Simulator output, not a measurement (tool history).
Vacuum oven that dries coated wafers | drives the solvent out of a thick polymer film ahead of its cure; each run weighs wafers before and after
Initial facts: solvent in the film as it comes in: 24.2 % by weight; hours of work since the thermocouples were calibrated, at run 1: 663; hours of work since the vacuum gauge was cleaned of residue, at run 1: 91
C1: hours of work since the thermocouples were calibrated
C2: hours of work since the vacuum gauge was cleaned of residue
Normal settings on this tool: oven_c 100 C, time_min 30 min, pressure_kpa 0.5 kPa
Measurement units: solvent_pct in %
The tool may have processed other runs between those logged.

{"run": 1, "hour": 0.0, "oven_c": 100, "time_min": 30, "pressure_kpa": 0.5, "C1": 663, "C2": 91, "solvent_pct": 1.53}
{"run": 2, "hour": 17.6, "oven_c": 100, "time_min": 30, "pressure_kpa": 0.794, "C1": 670, "C2": 98, "solvent_pct": 1.73}
{"run": 3, "hour": 45.2, "oven_c": 100, "time_min": 30, "pressure_kpa": 0.5, "C1": 682, "C2": 110, "solvent_pct": 1.58}
{"run": 4, "hour": 76.5, "oven_c": 100, "time_min": 30, "pressure_kpa": 0.5, "C1": 695, "C2": 123, "solvent_pct": 1.58}
{"run": 5, "hour": 93.1, "oven_c": 100, "time_min": 30, "pressure_kpa": 0.5, "C1": 702, "C2": 130, "solvent_pct": 1.64}
{"run": 6, "hour": 113.1, "oven_c": 100, "time_min": 30, "pressure_kpa": 0.54, "C1": 710, "C2": 138, "solvent_pct": 1.63}
{"run": 7, "hour": 141.2, "oven_c": 100, "time_min": 30, "pressure_kpa": 0.274, "C1": 722, "C2": 150, "solvent_pct": 1.42}
{"run": 8, "hour": 174.2, "oven_c": 100, "time_min": 30, "pressure_kpa": 0.274, "C1": 736, "C2": 164, "solvent_pct": 1.39}
{"run": 9, "hour": 198.8, "oven_c": 100, "time_min": 30, "pressure_kpa": 0.274, "C1": 746, "C2": 175, "solvent_pct": 1.45}
{"run": 10, "hour": 221.5, "oven_c": 100, "time_min": 30, "pressure_kpa": 0.274, "C1": 756, "C2": 184, "solvent_pct": 1.49}
{"run": 11, "hour": 241.6, "oven_c": 100, "time_min": 30, "pressure_kpa": 0.5, "C1": 764, "C2": 193, "solvent_pct": 1.62}
{"run": 12, "hour": 276.8, "oven_c": 100, "time_min": 30, "pressure_kpa": 0.544, "C1": 779, "C2": 207, "solvent_pct": 1.6}
{"run": 13, "hour": 294.1, "oven_c": 100, "time_min": 30, "pressure_kpa": 0.373, "C1": 787, "C2": 215, "solvent_pct": 1.5}
{"run": 14, "hour": 314.5, "oven_c": 100, "time_min": 30, "pressure_kpa": 0.5, "C1": 795, "C2": 223, "solvent_pct": 1.53}
{"run": 15, "hour": 337.7, "oven_c": 100, "time_min": 30, "pressure_kpa": 0.5, "C1": 805, "C2": 233, "solvent_pct": 1.62}
{"run": 16, "hour": 366.6, "oven_c": 100, "time_min": 30, "pressure_kpa": 0.5, "C1": 817, "C2": 245, "solvent_pct": 1.54}
{"run": 17, "hour": 396.5, "oven_c": 100, "time_min": 30, "pressure_kpa": 0.5, "C1": 830, "C2": 258, "solvent_pct": 1.49}
{"run": 18, "hour": 414.5, "oven_c": 100, "time_min": 30, "pressure_kpa": 0.5, "C1": 837, "C2": 265, "solvent_pct": 1.61}
{"run": 19, "hour": 440.7, "oven_c": 100, "time_min": 50, "pressure_kpa": 0.5, "C1": 848, "C2": 276, "solvent_pct": 0.51}
{"run": 20, "hour": 464.8, "oven_c": 103, "time_min": 48, "pressure_kpa": 0.357, "C1": 859, "C2": 287, "solvent_pct": 0.34}
{"run": 21, "hour": 501.3, "oven_c": 103, "time_min": 48, "pressure_kpa": 0.357, "C1": 874, "C2": 302, "solvent_pct": 0.29}
{"run": 22, "hour": 519.5, "oven_c": 103, "time_min": 48, "pressure_kpa": 0.357, "C1": 882, "C2": 310, "solvent_pct": 0.34}
{"hour": 523.1, "done": "oven's thermocouples calibrated"}
{"run": 23, "hour": 549.5, "oven_c": 103, "time_min": 48, "pressure_kpa": 0.357, "C1": 11, "C2": 321, "solvent_pct": 0.32}
{"run": 24, "hour": 581.9, "oven_c": 103, "time_min": 48, "pressure_kpa": 0.357, "C1": 25, "C2": 335, "solvent_pct": 0.28}
{"run": 25, "hour": 617.7, "oven_c": 87, "time_min": 23, "pressure_kpa": 0.49, "C1": 40, "C2": 350, "solvent_pct": 8.07}
{"run": 26, "hour": 654.0, "oven_c": 87, "time_min": 23, "pressure_kpa": 0.49, "C1": 55, "C2": 366, "solvent_pct": 7.97}
{"hour": 671.0, "done": "oven's thermocouples calibrated, once more"}
{"run": 27, "hour": 681.7, "oven_c": 100, "time_min": 17, "pressure_kpa": 0.5, "C1": 5, "C2": 376, "solvent_pct": 4.89}
{"run": 28, "hour": 701.9, "oven_c": 100, "time_min": 17, "pressure_kpa": 0.5, "C1": 13, "C2": 385, "solvent_pct": 4.85}
{"run": 29, "hour": 739.5, "oven_c": 110, "time_min": 48, "pressure_kpa": 1.164, "C1": 29, "C2": 401, "solvent_pct": 0.68}
{"run": 30, "hour": 767.7, "oven_c": 110, "time_min": 30, "pressure_kpa": 1.293, "C1": 41, "C2": 413, "solvent_pct": 0.76}
{"run": 31, "hour": 789.5, "oven_c": 110, "time_min": 30, "pressure_kpa": 1.293, "C1": 50, "C2": 422, "solvent_pct": 0.86}
{"run": 32, "hour": 817.0, "oven_c": 110, "time_min": 30, "pressure_kpa": 1.293, "C1": 62, "C2": 433, "solvent_pct": 0.94}
{"run": 33, "hour": 844.1, "oven_c": 110, "time_min": 30, "pressure_kpa": 1.293, "C1": 73, "C2": 445, "solvent_pct": 0.8}

Forecast each of these 5 alternatives for the next run:
{"run": "A", "hour": 868.5, "oven_c": 110, "time_min": 26, "pressure_kpa": 0.578, "C1": 83, "C2": 455, "solvent_pct": "?"}
{"run": "B", "hour": 868.5, "oven_c": 103, "time_min": 31, "pressure_kpa": 1.797, "C1": 83, "C2": 455, "solvent_pct": "?"}
{"run": "C", "hour": 868.5, "oven_c": 91, "time_min": 52, "pressure_kpa": 1.293, "C1": 83, "C2": 455, "solvent_pct": "?"}
{"run": "D", "hour": 868.5, "oven_c": 110, "time_min": 39, "pressure_kpa": 0.506, "C1": 83, "C2": 455, "solvent_pct": "?"}
{"run": "E", "hour": 868.5, "oven_c": 95, "time_min": 22, "pressure_kpa": 0.251, "C1": 83, "C2": 455, "solvent_pct": "?"}

run=A solvent_pct=0.64
run=B solvent_pct=1.84
run=C solvent_pct=2.95
run=D solvent_pct=0.27
run=E solvent_pct=5.24
With no hidden state in the tool, these same runs would have given:
run=A solvent_pct=0.62
run=B solvent_pct=1.86
run=C solvent_pct=2.98
run=D solvent_pct=0.22
run=E solvent_pct=5.37
